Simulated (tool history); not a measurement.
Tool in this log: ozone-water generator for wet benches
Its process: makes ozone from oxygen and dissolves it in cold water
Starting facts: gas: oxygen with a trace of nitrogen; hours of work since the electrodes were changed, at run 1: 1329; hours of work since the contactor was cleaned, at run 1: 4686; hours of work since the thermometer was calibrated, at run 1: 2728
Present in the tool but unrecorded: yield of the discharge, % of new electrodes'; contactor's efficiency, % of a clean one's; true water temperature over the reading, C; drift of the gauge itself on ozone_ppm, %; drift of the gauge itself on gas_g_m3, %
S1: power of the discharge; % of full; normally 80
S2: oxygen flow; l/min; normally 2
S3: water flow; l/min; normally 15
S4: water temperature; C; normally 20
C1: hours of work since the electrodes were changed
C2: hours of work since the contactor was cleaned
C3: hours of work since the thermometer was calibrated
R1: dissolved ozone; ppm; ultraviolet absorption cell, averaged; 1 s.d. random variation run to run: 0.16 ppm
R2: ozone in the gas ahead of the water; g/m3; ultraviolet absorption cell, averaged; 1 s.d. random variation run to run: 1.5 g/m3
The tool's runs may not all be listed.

| run | hour | S1 | S2 | S3 | S4 | C1 | C2 | C3 | R1 | R2 |
|---|---|---|---|---|---|---|---|---|---|---|
| 1 | 0 | 80 | 2 | 15 | 20 | 1329 | 4686 | 2728 | 18.7 | 258.6 |
| 2 | 81 | 80 | 2 | 15 | 20 | 1390 | 4747 | 2789 | 18.6 | 260.4 |
| 3 | 138.7 | 80 | 2 | 15 | 20 | 1434 | 4791 | 2832 | 18.5 | 263 |
| 4 | 196.6 | 80 | 2 | 15 | 20 | 1477 | 4834 | 2876 | 18.5 | 264.1 |
| 5 | 305.6 | 80 | 2 | 15 | 20 | 1560 | 4917 | 2959 | 18.6 | 260.3 |
|  | 345.9 | contactor cleaned |
| 6 | 423.7 | 80 | 2 | 15 | 20 | 1646 | 59 | 3045 | 19.7 | 258.5 |
| 7 | 490.2 | 80 | 2 | 15 | 27 | 1696 | 109 | 3095 | 18.6 | 258.3 |
| 8 | 602.8 | 80 | 2 | 15 | 27 | 1782 | 194 | 3180 | 18.1 | 260.6 |
| 9 | 705.3 | 80 | 2 | 15 | 16 | 1859 | 272 | 3258 | 20.6 | 260.1 |
| 10 | 815.2 | 42 | 2 | 15 | 16 | 1942 | 355 | 3341 | 12.4 | 158.3 |
| 11 | 901.9 | 42 | 2 | 15 | 16 | 2008 | 420 | 3406 | 12.6 | 158.7 |
|  | 991 | water thermometer calibrated |
| 12 | 1005.1 | 80 | 2 | 15 | 24 | 2085 | 498 | 11 | 18.7 | 255.8 |
| 13 | 1063.5 | 80 | 2 | 15 | 24 | 2129 | 542 | 55 | 18.8 | 257.2 |
| 14 | 1151.5 | 80 | 2 | 15 | 17 | 2196 | 609 | 121 | 19.8 | 259 |
| 15 | 1289.9 | 80 | 2 | 15 | 17 | 2301 | 713 | 226 | 19.8 | 255.6 |
| 16 | 1364.6 | 75 | 2 | 15 | 20 | 2357 | 770 | 282 | 18.4 | 239.5 |
|  | 1478 | water thermometer calibrated, once more |
| 17 | 1502.3 | 48 | 2.34 | 15 | 20 | 2461 | 873 | 18 | 13.4 | 159.2 |
| 18 | 1628 | 90 | 1.49 | 11 | 20 | 2556 | 969 | 113 | 26.7 | 326.3 |
| 19 | 1744.2 | 61 | 2.45 | 15 | 20 | 2644 | 1056 | 201 | 15.9 | 183.3 |
| 20 | 1801.2 | 61 | 2.45 | 15 | 20 | 2687 | 1099 | 244 | 15.7 | 186 |
| 21 | 1914.6 | 82 | 2 | 18 | 20 | 2772 | 1185 | 330 | 16.1 | 255.5 |
| 22 | 2051.9 | 80 | 2 | 23 | 20 | 2876 | 1289 | 434 | 11.9 | 250.2 |
| 23 | 2131 | 80 | 1.13 | 15 | 15 | 2936 | 1349 | 494 | 17.5 | 345.3 |
| 24 | 2199 | 80 | 1.13 | 15 | 15 | 2987 | 1400 | 545 | 17.2 | 345.8 |
| 25 | 2289.9 | 80 | 1.13 | 21 | 20 | 3056 | 1469 | 614 | 11.2 | 346 |
| 26 | 2374.6 | 80 | 1.13 | 21 | 19 | 3120 | 1533 | 678 | 11.4 | 347.1 |
| 27 | 2501 | 80 | 1.13 | 21 | 19 | 3216 | 1628 | 773 | 11.3 | 345.1 |
| 28 | 2569.6 | 56 | 2.83 | 14 | 19 | 3268 | 1680 | 825 | 16.1 | 156.6 |
| 29 | 2676.6 | 57 | 2.83 | 14 | 19 | 3349 | 1761 | 906 | 16.1 | 158.8 |
| 30 | 2794.6 | 65 | 2 | 10 | 23 | 3438 | 1850 | 995 | 22.1 | 213.5 |
| 31 | 2857.5 | 65 | 2 | 15 | 20 | 3485 | 1898 | 1043 | 15.8 | 210.5 |
| 32 | 2943.5 | 65 | 2 | 15 | 20 | 3550 | 1963 | 1108 | 15.9 | 211.7 |

The same runs without the tool's hidden state, with the same run-to-run variation:
| run | R1 | R2 |
|---|---|---|
| 1 | 21 | 269.6 |
| 2 | 21 | 271.9 |
| 3 | 20.9 | 274.9 |
| 4 | 20.9 | 276.4 |
| 5 | 21 | 273 |
| 6 | 20.8 | 271.6 |
| 7 | 19.7 | 271.8 |
| 8 | 19.2 | 274.7 |
| 9 | 21.9 | 274.7 |
| 10 | 12.9 | 163.1 |
| 11 | 13.2 | 163.7 |
| 12 | 20.2 | 271.7 |
| 13 | 20.2 | 273.5 |
| 14 | 21.4 | 275.8 |
| 15 | 21.5 | 272.9 |
| 16 | 20 | 255.2 |
| 17 | 14.2 | 166.4 |
| 18 | 29.2 | 352.6 |
| 19 | 17.2 | 194.6 |
| 20 | 17 | 197.6 |
| 21 | 17.8 | 276.4 |
| 22 | 13.3 | 271 |
| 23 | 19.4 | 374.7 |
| 24 | 19.1 | 375.6 |
| 25 | 12.5 | 376.4 |
| 26 | 12.8 | 378.4 |
| 27 | 12.7 | 377.1 |
| 28 | 17.7 | 167.4 |
| 29 | 17.7 | 170.3 |
| 30 | 24.4 | 231.3 |
| 31 | 17.6 | 228.4 |
| 32 | 17.9 | 230 |
